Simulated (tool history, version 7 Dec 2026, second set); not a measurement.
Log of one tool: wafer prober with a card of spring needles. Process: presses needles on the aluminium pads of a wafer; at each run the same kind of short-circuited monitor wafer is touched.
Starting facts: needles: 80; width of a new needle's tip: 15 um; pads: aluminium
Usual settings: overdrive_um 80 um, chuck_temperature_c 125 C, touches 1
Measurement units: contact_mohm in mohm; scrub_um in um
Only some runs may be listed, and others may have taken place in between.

run   hour  overdrive_um  chuck_temperature_c  touches  contact_mohm  scrub_um
  1      0            80                  125        1           218     13.64
  2   83.6            80                  125        1           219     13.63
  3  138.8            80                  125        2           222     13.64
  4  195.4            80                  125        1           218     13.63
  5  245.2            80                  125        1           215     13.61
  6  299.8            80                  125        1           218     13.61
  7    361            80                  125        1           220      13.6
  8  405.5            80                  125        1           219      13.6
  9  478.9            80                   56        2           206      13.6
 10  557.3            80                   56        2           202     13.59
 11  604.6            80                   56        2           204     13.58
 12  646.6            81                   45        2           197     13.76
 13  701.5            80                   74        1           207     13.58
 14  753.9            80                   74        1           211     13.57
 15    798            63                  125        1           224      10.7

Not shown here: 86 entries made in the log between runs. Locate each between two listed runs and compare the hidden state at the listed run before it with the hidden state at the listed run after it:
Runs 1 to 2: tips cleaned on abrasive film (hour 4.3); tips cleaned on abrasive film (hour 12.7); tips cleaned on abrasive film (hour 21.1); tips cleaned on abrasive film (hour 31.6); tips cleaned on abrasive film (hour 40); tips cleaned on abrasive film (hour 50.6); tips cleaned on abrasive film (hour 61.1); tips cleaned on abrasive film (hour 71.6); height of the first contact set anew (hour 71.9); tips cleaned on abrasive film (hour 82.4)
  drift of the gauge itself on scrub_um, %: 0 -> -0.04
  measured result minus the result with no hidden state, scrub_um: +0 -> -0.01 um
Runs 2 to 3: tips cleaned on abrasive film (hour 92); tips cleaned on abrasive film (hour 102.5); tips cleaned on abrasive film (hour 113); tips cleaned on abrasive film (hour 123.5); tips cleaned on abrasive film (hour 134)
  drift of the gauge itself on scrub_um, %: -0.04 -> -0.07
  measured result minus the result with no hidden state, scrub_um: -0.01 -> -0.01 um
Runs 3 to 4: tips cleaned on abrasive film (hour 143.1); tips cleaned on abrasive film (hour 151.5); tips cleaned on abrasive film (hour 162); tips cleaned on abrasive film (hour 170.5); tips cleaned on abrasive film (hour 181); tips cleaned on abrasive film (hour 191.5)
  drift of the gauge itself on scrub_um, %: -0.07 -> -0.1
  measured result minus the result with no hidden state, scrub_um: -0.01 -> -0.01 um
Runs 4 to 5: tips cleaned on abrasive film (hour 201.7); tips cleaned on abrasive film (hour 212.2); height of the first contact set anew (hour 220.9); tips cleaned on abrasive film (hour 223); card fitted with new needles (hour 235); tips cleaned on abrasive film (hour 245.2)
  debris on the tips, nm: 0.1 -> 0; tips' diameter, um: 15.01 -> 15; drift of the gauge itself on scrub_um, %: -0.1 -> -0.12
  measured result minus the result with no hidden state, scrub_um: -0.01 -> -0.02 um
Runs 5 to 6: tips cleaned on abrasive film (hour 255.7); tips cleaned on abrasive film (hour 266.2); tips cleaned on abrasive film (hour 276.7); tips cleaned on abrasive film (hour 287.2); tips cleaned on abrasive film (hour 295.7)
  debris on the tips, nm: 0 -> 0.1; drift of the gauge itself on scrub_um, %: -0.12 -> -0.14
  measured result minus the result with no hidden state, scrub_um: -0.02 -> -0.02 um
Runs 6 to 7: tips cleaned on abrasive film (hour 304.1); tips cleaned on abrasive film (hour 314.7); tips cleaned on abrasive film (hour 325.2); tips cleaned on abrasive film (hour 335.7); tips cleaned on abrasive film (hour 344.1); tips cleaned on abrasive film (hour 354.6)
  drift of the gauge itself on scrub_um, %: -0.14 -> -0.18
  measured result minus the result with no hidden state, scrub_um: -0.02 -> -0.02 um
Runs 7 to 8: tips cleaned on abrasive film (hour 363.2); tips cleaned on abrasive film (hour 373.7); tips cleaned on abrasive film (hour 382.1); height of the first contact set anew (hour 382.4); tips cleaned on abrasive film (hour 392.9); tips cleaned on abrasive film (hour 403.4)
  drift of the gauge itself on scrub_um, %: -0.18 -> -0.2
  measured result minus the result with no hidden state, scrub_um: -0.02 -> -0.03 um
Runs 8 to 9: tips cleaned on abrasive film (hour 413.9); tips cleaned on abrasive film (hour 422.3); tips cleaned on abrasive film (hour 432.8); tips cleaned on abrasive film (hour 443.3); tips cleaned on abrasive film (hour 453.8); tips cleaned on abrasive film (hour 462.3); tips cleaned on abrasive film (hour 470.7)
  debris on the tips, nm: 0.1 -> 0.2; drift of the gauge itself on scrub_um, %: -0.2 -> -0.23
  measured result minus the result with no hidden state, scrub_um: -0.03 -> -0.03 um
Runs 9 to 10: tips cleaned on abrasive film (hour 481); tips cleaned on abrasive film (hour 491.5); tips cleaned on abrasive film (hour 502.1); tips cleaned on abrasive film (hour 510.5); tips cleaned on abrasive film (hour 518.9); tips cleaned on abrasive film (hour 529.4); height of the first contact set anew (hour 529.7); tips cleaned on abrasive film (hour 540.2); tips cleaned on abrasive film (hour 548.6); tips cleaned on abrasive film (hour 557.3)
  debris on the tips, nm: 0.2 -> 0; drift of the gauge itself on scrub_um, %: -0.23 -> -0.27
  measured result minus the result with no hidden state, scrub_um: -0.03 -> -0.04 um
Runs 10 to 11: tips cleaned on abrasive film (hour 567.8); tips cleaned on abrasive film (hour 578.3); tips cleaned on abrasive film (hour 588.8); tips cleaned on abrasive film (hour 599.3)
  debris on the tips, nm: 0 -> 0.1; drift of the gauge itself on scrub_um, %: -0.27 -> -0.3
  measured result minus the result with no hidden state, scrub_um: -0.04 -> -0.04 um
Runs 11 to 12: tips cleaned on abrasive film (hour 608.9); tips cleaned on abrasive film (hour 619.4); tips cleaned on abrasive film (hour 629.9); tips cleaned on abrasive film (hour 638.3)
  debris on the tips, nm: 0.1 -> 0.2; drift of the gauge itself on scrub_um, %: -0.3 -> -0.32
  measured result minus the result with no hidden state, scrub_um: -0.04 -> -0.04 um
Runs 12 to 13: tips cleaned on abrasive film (hour 648.7); tips cleaned on abrasive film (hour 657.2); tips cleaned on abrasive film (hour 667.7); tips cleaned on abrasive film (hour 676.1); height of the first contact set anew (hour 678.5); tips cleaned on abrasive film (hour 686.9); tips cleaned on abrasive film (hour 697.4)
  debris on the tips, nm: 0.2 -> 0.1; drift of the gauge itself on scrub_um, %: -0.32 -> -0.35
  measured result minus the result with no hidden state, scrub_um: -0.04 -> -0.05 um
Runs 13 to 14: tips cleaned on abrasive film (hour 707.8); tips cleaned on abrasive film (hour 716.2); tips cleaned on abrasive film (hour 726.7); tips cleaned on abrasive film (hour 737.2); tips cleaned on abrasive film (hour 745.7)
  debris on the tips, nm: 0.1 -> 0.2; drift of the gauge itself on scrub_um, %: -0.35 -> -0.37
  measured result minus the result with no hidden state, scrub_um: -0.05 -> -0.05 um
Runs 14 to 15: tips cleaned on abrasive film (hour 756.1); tips cleaned on abrasive film (hour 764.5); tips cleaned on abrasive film (hour 772.9); tips cleaned on abrasive film (hour 783.4); tips cleaned on abrasive film (hour 793.9)
  debris on the tips, nm: 0.2 -> 0.1; drift of the gauge itself on scrub_um, %: -0.37 -> -0.4
  measured result minus the result with no hidden state, scrub_um: -0.05 -> -0.05 um
